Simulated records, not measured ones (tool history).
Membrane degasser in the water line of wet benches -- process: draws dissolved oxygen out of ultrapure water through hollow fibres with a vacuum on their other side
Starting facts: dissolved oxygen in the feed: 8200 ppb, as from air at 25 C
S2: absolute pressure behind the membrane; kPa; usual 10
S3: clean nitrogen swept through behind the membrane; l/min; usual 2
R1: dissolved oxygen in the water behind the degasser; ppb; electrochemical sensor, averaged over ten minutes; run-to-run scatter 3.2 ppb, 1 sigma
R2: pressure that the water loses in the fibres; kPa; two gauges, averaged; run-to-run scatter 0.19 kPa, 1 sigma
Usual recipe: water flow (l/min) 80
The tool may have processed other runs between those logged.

Run 1, hour 0: usual settings. Result: R1 520.4 ppb, R2 36.23 kPa.
Run 2, hour 85: usual settings but S2 20.3 kPa. Result: R1 1209.2 ppb, R2 36.23 kPa.
Run 3, hour 185.4: usual settings but S2 20.3 kPa. Result: R1 1215.4 ppb, R2 36.27 kPa.
Run 4, hour 263.5: usual settings but S2 15 kPa. Result: R1 876.7 ppb, R2 36.44 kPa.
Run 5, hour 339.5: usual settings but S2 15 kPa. Result: R1 886.8 ppb, R2 36.39 kPa.
Run 6, hour 469.8: usual settings but S2 15 kPa. Result: R1 872.3 ppb, R2 36.71 kPa.
Run 7, hour 623.8: usual settings but water flow (l/min) 53, S2 15 kPa. Result: R1 631.2 ppb, R2 24.06 kPa.
Run 8, hour 763.8: usual settings but water flow (l/min) 53, S2 15 kPa. Result: R1 630.6 ppb, R2 24.37 kPa.
Run 9, hour 906.9: usual settings. Result: R1 521.3 ppb, R2 36.48 kPa.
Run 10, hour 981.6: usual settings but S2 6.1 kPa. Result: R1 231 ppb, R2 37.01 kPa.
Run 11, hour 1138.5: usual settings but S2 6.1 kPa. Result: R1 230.9 ppb, R2 36.94 kPa.
Run 12, hour 1264.2: usual settings. Result: R1 520.9 ppb, R2 36.81 kPa.
Run 13, hour 1388.2: usual settings. Result: R1 525.5 ppb, R2 36.39 kPa.
Run 14, hour 1546.7: usual settings. Result: R1 522.3 ppb, R2 36.97 kPa.
Run 15, hour 1689.8: usual settings. Result: R1 520.6 ppb, R2 36.6 kPa.
Run 16, hour 1837.3: usual settings but water flow (l/min) 96, S2 6.6 kPa. Result: R1 316.6 ppb, R2 44.55 kPa.
Run 17, hour 1999: usual settings but water flow (l/min) 69, S2 22.2 kPa. Result: R1 1185.8 ppb, R2 31.83 kPa.
Run 18, hour 2115.9: usual settings but water flow (l/min) 69, S2 22.2 kPa. Result: R1 1182.7 ppb, R2 31.91 kPa.
Run 19, hour 2260.3: usual settings but water flow (l/min) 69, S2 22.2 kPa. Result: R1 1186.9 ppb, R2 31.97 kPa.
Run 20, hour 2429.5: usual settings but S2 7.2 kPa. Result: R1 313.2 ppb, R2 36.97 kPa.
Run 21, hour 2560.6: usual settings but water flow (l/min) 64, S2 10.9 kPa. Result: R1 488.7 ppb, R2 29.64 kPa.
Run 22, hour 2715.7: usual settings but water flow (l/min) 64, S2 10.9 kPa, S3 2.9 l/min. Result: R1 358.5 ppb, R2 29.35 kPa.
Run 23, hour 2801.4: usual settings but water flow (l/min) 64, S2 10.9 kPa, S3 2.9 l/min. Result: R1 364.8 ppb, R2 29.54 kPa.
Run 24, hour 2969: usual settings but water flow (l/min) 64, S2 10.9 kPa, S3 2.9 l/min. Result: R1 357.8 ppb, R2 29.9 kPa.
Run 25, hour 3121.4: usual settings but water flow (l/min) 89, S2 10.9 kPa, S3 2.01 l/min. Result: R1 639.4 ppb, R2 41.31 kPa.
Run 26, hour 3213.2: usual settings but water flow (l/min) 81, S2 7.7 kPa, S3 2.95 l/min. Result: R1 261.3 ppb, R2 37.76 kPa.
Run 27, hour 3310.1: usual settings but water flow (l/min) 81, S2 7.7 kPa, S3 2.95 l/min. Result: R1 264.1 ppb, R2 37.52 kPa.
At hour 3420.9: gauge calibrated.
Run 28, hour 3430: usual settings but water flow (l/min) 59, S3 1.48 l/min. Result: R1 522.6 ppb, R2 26.79 kPa.
Run 29, hour 3606.9: usual settings but water flow (l/min) 112, S2 8.7 kPa, S3 0.88 l/min. Result: R1 920.8 ppb, R2 50.84 kPa.

Same runs, no hidden state in the tool, same run-to-run variation:
Unlogged tool condition in this case: membrane still open, %; true pressure behind the membrane over the reading, kPa; air that leaks in behind the membrane, l/min; drift of the gauge itself on oxygen_ppb, %; drift of the gauge itself on loss_of_pressure_kpa, %.
run     R2
  1   36.2
  2  36.17
  3  36.18
  4  36.32
  5  36.25
  6  36.53
  7  23.91
  8  24.19
  9  36.16
 10  36.67
 11  36.55
 12  36.38
 13  35.93
 14  36.46
 15  36.04
 16  43.82
 17  31.27
 18  31.31
 19  31.33
 20  36.18
 21  28.97
 22  28.65
 23  28.82
 24  29.13
 25  40.19
 26  36.71
 27  36.45
 28  26.74
 29  50.68
R1: at most 0.6 ppb away from the measurement, every run.
